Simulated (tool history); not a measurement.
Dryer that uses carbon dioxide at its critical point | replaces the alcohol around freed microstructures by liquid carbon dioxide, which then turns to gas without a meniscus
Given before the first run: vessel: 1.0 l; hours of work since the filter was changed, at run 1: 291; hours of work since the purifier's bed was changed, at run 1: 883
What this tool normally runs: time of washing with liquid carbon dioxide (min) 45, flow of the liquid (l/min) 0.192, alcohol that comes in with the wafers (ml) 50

run     day  time of washing with liquid carbon dioxide (min)  flow of the liquid (l/min)  alcohol that comes in with the wafers (ml)  hours of work since the filter was changed  hours of work since the purifier's bed was changed  alcohol left in the vessel before it's heated (ppm by volume)
  1   0.000                                                45                       0.192                                          50                                         291                                                 883                                                            186
      1.550  -- inlet filter changed
  2   2.217                                                45                       0.192                                          50                                          12                                                 921                                                            148
  3   5.050                                                45                       0.192                                          50                                          62                                                 971                                                            158
  4   6.442                                                45                       0.315                                          50                                          86                                                 996                                                            110
  5   9.288                                                42                       0.192                                          50                                         137                                                1046                                                            212
  6  10.538                                                45                       0.216                                          50                                         159                                                1068                                                            145
  7  13.067                                                45                       0.216                                          50                                         203                                                1113                                                            151
  8  14.350                                                45                       0.216                                          50                                         226                                                1136                                                            150
     14.925  -- purifier's bed changed
  9  17.133                                                45                       0.192                                          50                                         273                                                  39                                                             90
 10  18.975                                                45                       0.192                                          50                                         306                                                  72                                                            112
     19.725  -- inlet filter changed
 11  21.938                                                45                       0.192                                          50                                          39                                                 123                                                             78
 12  23.512                                                45                       0.192                                          50                                          67                                                 151                                                             80
 13  26.329                                                45                       0.167                                          50                                         117                                                 201                                                            174
 14  28.346                                                45                       0.167                                          50                                         152                                                 236                                                            199
 15  31.354                                                45                       0.192                                          66                                         205                                                 289                                                            135
 16  32.862                                                45                       0.192                                          50                                         232                                                 316                                                            125
 17  34.325                                                45                       0.192                                          50                                         258                                                 342                                                            128
 18  37.042                                                45                       0.192                                          50                                         306                                                 390                                                            131
     37.667  -- inlet filter changed
 19  39.954                                                45                       0.192                                          50                                          40                                                 441                                                            102
 20  41.450                                                45                       0.192                                          50                                          67                                                 467                                                            111
 21  44.129                                                45                       0.192                                          50                                         114                                                 514                                                            117
 22  45.358                                                45                       0.192                                          50                                         136                                                 536                                                            130
 23  47.325                                                41                       0.192                                          50                                         171                                                 571                                                            181
 24  50.008                                                29                       0.177                                          33                                         218                                                 618                                                            743
 25  51.296                                                29                       0.177                                          33                                         241                                                 641                                                            778
 26  53.233                                                66                       0.177                                          25                                         275                                                 675                                                             74
 27  55.317                                                66                       0.177                                          25                                         312                                                 712                                                             84
     55.658  -- inlet filter changed
 28  58.067                                                29                       0.185                                          25                                          43                                                 760                                                            445
 29  59.554                                                45                       0.153                                          50                                          69                                                 786                                                            324
 30  61.662                                                54                       0.192                                          51                                         106                                                 823                                                            111
 31  63.979                                                45                       0.192                                          46                                         147                                                 864                                                            146
 32  65.846                                                45                       0.192                                          46                                         180                                                 897                                                            163
 33  68.208                                                45                       0.303                                          86                                         222                                                 939                                                            104
 34  69.483                                                45                       0.248                                          68                                         244                                                 962                                                            121
 35  71.625                                                45                       0.227                                          68                                         282                                                 999                                                            149
 36  72.908                                                41                       0.322                                         105                                         305                                                1022                                                            107
     73.717  -- inlet filter changed
 37  75.867                                                49                       0.221                                          30                                          38                                                1073                                                            126
 38  78.592                                                72                       0.277                                          26                                          86                                                1122                                                            126
     79.846  -- purifier's bed changed
 39  80.579                                                28                       0.147                                          26                                         119                                                  13                                                           1105
 40  83.225                                                47                       0.147                                          27                                         166                                                  60                                                            145
 41  85.646                                                45                       0.192                                          71                                         209                                                 102                                                            127
 42  86.896                                                45                       0.192                                          71                                         231                                                 125                                                            135
 43  88.296                                                45                       0.137                                         100                                         255                                                 149                                                           1063
 44  89.617                                                31                       0.141                                          50                                         279                                                 173                                                           2017
     91.821  -- inlet filter changed
 45  92.308                                                31                       0.141                                          50                                           9                                                 219                                                           1641

How the hidden state differs across the entries between the runs, from the last listed run before each to the first after it:
Run 1 -> run 2: inlet filter changed (day 1.550)
  flow that reaches the vessel past the clogged filter, %: 92 -> 99.1; alcohol in the recycled carbon dioxide, ppm: 96.5 -> 100.4
  measured result minus the result with no hidden state, alcohol left in the vessel before it's heated (ppm by volume): +132 -> +98
Run 8 -> run 9: purifier's bed changed (day 14.925)
  flow that reaches the vessel past the clogged filter, %: 93.9 -> 92.8; alcohol in the recycled carbon dioxide, ppm: 122.2 -> 9.5
  measured result minus the result with no hidden state, alcohol left in the vessel before it's heated (ppm by volume): +131 -> +36
Run 10 -> run 11: inlet filter changed (day 19.725)
  flow that reaches the vessel past the clogged filter, %: 92 -> 98.5; alcohol in the recycled carbon dioxide, ppm: 12.8 -> 18.3
  measured result minus the result with no hidden state, alcohol left in the vessel before it's heated (ppm by volume): +47 -> +19
Run 18 -> run 19: inlet filter changed (day 37.667)
  flow that reaches the vessel past the clogged filter, %: 91.9 -> 98.8; alcohol in the recycled carbon dioxide, ppm: 45.6 -> 51.1
  measured result minus the result with no hidden state, alcohol left in the vessel before it's heated (ppm by volume): +79 -> +50
Run 27 -> run 28: inlet filter changed (day 55.658)
  flow that reaches the vessel past the clogged filter, %: 92.4 -> 98.8; alcohol in the recycled carbon dioxide, ppm: 80.2 -> 85.5
  measured result minus the result with no hidden state, alcohol left in the vessel before it's heated (ppm by volume): +76 -> +100
Run 36 -> run 37: inlet filter changed (day 73.717)
  flow that reaches the vessel past the clogged filter, %: 92.5 -> 98.4; alcohol in the recycled carbon dioxide, ppm: 112.6 -> 117.8
  measured result minus the result with no hidden state, alcohol left in the vessel before it's heated (ppm by volume): +107 -> +111
Run 38 -> run 39: purifier's bed changed (day 79.846)
  flow that reaches the vessel past the clogged filter, %: 97.2 -> 96.5; alcohol in the recycled carbon dioxide, ppm: 123.1 -> 6.7
  measured result minus the result with no hidden state, alcohol left in the vessel before it's heated (ppm by volume): +119 -> +122
Run 44 -> run 45: inlet filter changed (day 91.821)
  flow that reaches the vessel past the clogged filter, %: 92.6 -> 99.3; alcohol in the recycled carbon dioxide, ppm: 23.7 -> 28.5
  measured result minus the result with no hidden state, alcohol left in the vessel before it's heated (ppm by volume): +467 -> +63

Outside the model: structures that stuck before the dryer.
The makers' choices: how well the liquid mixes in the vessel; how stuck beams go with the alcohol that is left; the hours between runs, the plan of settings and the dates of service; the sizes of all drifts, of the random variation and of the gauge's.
